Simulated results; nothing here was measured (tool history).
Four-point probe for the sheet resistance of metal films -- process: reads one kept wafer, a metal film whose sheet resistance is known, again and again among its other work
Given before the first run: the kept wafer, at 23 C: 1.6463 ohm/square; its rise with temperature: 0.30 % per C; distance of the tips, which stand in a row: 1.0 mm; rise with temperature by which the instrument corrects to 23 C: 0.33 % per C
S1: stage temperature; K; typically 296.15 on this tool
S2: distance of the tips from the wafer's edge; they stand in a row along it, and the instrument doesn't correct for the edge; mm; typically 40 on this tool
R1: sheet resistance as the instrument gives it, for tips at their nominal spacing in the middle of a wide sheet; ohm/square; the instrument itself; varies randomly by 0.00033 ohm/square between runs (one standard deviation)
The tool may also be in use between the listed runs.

{"run": 1, "hour": 0.0, "S1": 296.15, "S2": 40, "R1": 1.647365}
{"run": 2, "hour": 79.4, "S1": 296.15, "S2": 40, "R1": 1.647519}
{"run": 3, "hour": 117.7, "S1": 296.15, "S2": 40, "R1": 1.647644}
{"run": 4, "hour": 185.8, "S1": 296.15, "S2": 40, "R1": 1.647759}
{"run": 5, "hour": 252.4, "S1": 296.15, "S2": 40, "R1": 1.648001}
{"run": 6, "hour": 339.2, "S1": 296.15, "S2": 40, "R1": 1.648726}
{"run": 7, "hour": 378.4, "S1": 296.15, "S2": 40, "R1": 1.648141}
{"run": 8, "hour": 414.7, "S1": 300.15, "S2": 40, "R1": 1.646118}
{"run": 9, "hour": 482.0, "S1": 300.15, "S2": 40, "R1": 1.647169}
{"run": 10, "hour": 566.7, "S1": 300.15, "S2": 40, "R1": 1.646589}
{"run": 11, "hour": 623.2, "S1": 305.15, "S2": 5, "R1": 1.678879}
{"run": 12, "hour": 685.0, "S1": 291.15, "S2": 16, "R1": 1.655812}
{"run": 13, "hour": 751.6, "S1": 295.15, "S2": 40, "R1": 1.650479}
{"run": 14, "hour": 792.8, "S1": 304.15, "S2": 6, "R1": 1.669604}

Some steps in R1 between neighbouring runs. How much of each would the tool show without its hidden state too (settings, what came in, random variation), and how much is left for the hidden state, with any gauge scatter that isn't in both results?
Hidden state present: inner tips' distance over the nominal, %; tips' flats over new ones', %; wafer's true temperature over the reading, C; drift of the gauge itself on sheet_ohm, %.
Run 5 -> 6: settings left as they were, no log entry in between. R1 +0.000725 ohm/square: hidden state +0.000332, all else +0.000393.
Run 10 -> 11: S1 300.15 -> 305.15, S2 40 -> 5. R1 +0.032290 ohm/square: hidden state +0.000300, all else +0.031990.
